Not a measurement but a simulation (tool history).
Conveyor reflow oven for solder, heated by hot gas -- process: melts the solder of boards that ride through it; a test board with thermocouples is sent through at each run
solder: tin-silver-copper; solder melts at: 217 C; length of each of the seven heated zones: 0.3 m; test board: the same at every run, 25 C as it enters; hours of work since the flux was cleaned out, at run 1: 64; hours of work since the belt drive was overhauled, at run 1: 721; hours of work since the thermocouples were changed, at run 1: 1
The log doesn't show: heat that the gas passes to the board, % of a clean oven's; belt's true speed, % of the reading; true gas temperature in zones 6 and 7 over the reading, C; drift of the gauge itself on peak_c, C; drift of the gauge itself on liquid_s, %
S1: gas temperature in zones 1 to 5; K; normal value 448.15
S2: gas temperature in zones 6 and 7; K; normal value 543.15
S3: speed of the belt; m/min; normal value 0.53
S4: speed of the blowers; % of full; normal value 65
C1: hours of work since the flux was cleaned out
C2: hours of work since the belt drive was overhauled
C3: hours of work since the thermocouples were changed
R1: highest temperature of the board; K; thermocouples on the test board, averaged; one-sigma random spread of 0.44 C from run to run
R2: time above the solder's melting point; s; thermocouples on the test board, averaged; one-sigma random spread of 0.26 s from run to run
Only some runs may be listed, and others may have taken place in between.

run 1 hour=0 | S1=448.15 S2=543.15 S3=0.53 S4=65 | C1=64 C2=721 C3=1 | R1=529.65 R2=54.9
run 2 hour=71.2 | S1=448.15 S2=543.15 S3=0.53 S4=65 | C1=102 C2=760 C3=39 | R1=529.35 R2=54.7
run 3 hour=126.5 | S1=448.15 S2=543.15 S3=0.53 S4=65 | C1=132 C2=790 C3=69 | R1=529.05 R2=54.5
run 4 hour=160.1 | S1=448.15 S2=543.15 S3=0.504 S4=65 | C1=151 C2=808 C3=88 | R1=530.55 R2=58.9
run 5 hour=203.7 | S1=448.15 S2=543.15 S3=0.551 S4=65 | C1=174 C2=832 C3=111 | R1=527.45 R2=51.9
run 6 hour=276.4 | S1=448.15 S2=543.15 S3=0.551 S4=65 | C1=214 C2=871 C3=151 | R1=527.55 R2=51.5
run 7 hour=346.7 | S1=448.15 S2=543.15 S3=0.551 S4=65 | C1=252 C2=909 C3=189 | R1=526.95 R2=51.1
-- hour=355.1 flux residue cleaned out of gas plates and filters
run 8 hour=391.4 | S1=448.15 S2=543.15 S3=0.551 S4=65 | C1=20 C2=931 C3=210 | R1=528.05 R2=52.5
run 9 hour=444.9 | S1=448.15 S2=543.15 S3=0.53 S4=65 | C1=49 C2=960 C3=239 | R1=528.65 R2=55.5
run 10 hour=481.4 | S1=448.15 S2=543.15 S3=0.53 S4=65 | C1=68 C2=979 C3=259 | R1=529.75 R2=55.1
run 11 hour=555.4 | S1=448.15 S2=543.15 S3=0.53 S4=62 | C1=109 C2=1019 C3=299 | R1=528.55 R2=54.7
run 12 hour=609 | S1=448.15 S2=543.15 S3=0.53 S4=62 | C1=138 C2=1048 C3=328 | R1=528.65 R2=54.6
run 13 hour=659.2 | S1=448.15 S2=534.15 S3=0.53 S4=62 | C1=165 C2=1076 C3=355 | R1=520.25 R2=49.2
run 14 hour=697.8 | S1=448.15 S2=534.15 S3=0.53 S4=62 | C1=186 C2=1097 C3=376 | R1=520.45 R2=49.7
run 15 hour=728 | S1=448.15 S2=534.15 S3=0.599 S4=62 | C1=202 C2=1113 C3=393 | R1=516.35 R2=38.9
run 16 hour=775 | S1=448.15 S2=534.15 S3=0.599 S4=62 | C1=228 C2=1138 C3=418 | R1=516.25 R2=39.5
-- hour=825.1 flux residue cleaned out of gas plates and filters
run 17 hour=830.1 | S1=448.15 S2=534.15 S3=0.599 S4=62 | C1=3 C2=1166 C3=445 | R1=517.35 R2=40.9
-- hour=838.6 belt drive overhauled, speed set with a stopwatch
run 18 hour=873.3 | S1=454.15 S2=543.15 S3=0.53 S4=52 | C1=24 C2=19 C3=466 | R1=528.35 R2=57.3
run 19 hour=927.2 | S1=454.15 S2=543.15 S3=0.53 S4=52 | C1=53 C2=48 C3=496 | R1=528.15 R2=57.8
run 20 hour=987.2 | S1=456.15 S2=547.15 S3=0.53 S4=65 | C1=86 C2=81 C3=528 | R1=534.95 R2=61.9
-- hour=998.1 belt drive overhauled, speed set with a stopwatch, once more
run 21 hour=1026.4 | S1=446.15 S2=543.15 S3=0.496 S4=65 | C1=105 C2=15 C3=547 | R1=529.55 R2=57.4
run 22 hour=1095.3 | S1=446.15 S2=543.15 S3=0.496 S4=65 | C1=142 C2=53 C3=585 | R1=529.85 R2=57.8
run 23 hour=1127.6 | S1=446.15 S2=543.15 S3=0.496 S4=65 | C1=160 C2=70 C3=602 | R1=528.95 R2=57
run 24 hour=1161.5 | S1=446.15 S2=554.15 S3=0.581 S4=56 | C1=178 C2=89 C3=620 | R1=532.15 R2=49.2
run 25 hour=1220.3 | S1=448.15 S2=543.15 S3=0.553 S4=60 | C1=210 C2=120 C3=652 | R1=525.65 R2=48.4
run 26 hour=1263.3 | S1=448.15 S2=543.15 S3=0.553 S4=60 | C1=233 C2=144 C3=676 | R1=524.55 R2=48.5

Run 27 is up next; what results do you expect?
-- hour=1302.8 flux residue cleaned out of gas plates and filters
run 27 hour=1312.8 | S1=448.15 S2=543.15 S3=0.553 S4=60 | C1=5 C2=168 C3=700 | R1=? R2=?

R1: 527.35 K
R2: 49.9 s
Without the tool's hidden state the same run would have given R1 527.95 K, R2 50.2 s.

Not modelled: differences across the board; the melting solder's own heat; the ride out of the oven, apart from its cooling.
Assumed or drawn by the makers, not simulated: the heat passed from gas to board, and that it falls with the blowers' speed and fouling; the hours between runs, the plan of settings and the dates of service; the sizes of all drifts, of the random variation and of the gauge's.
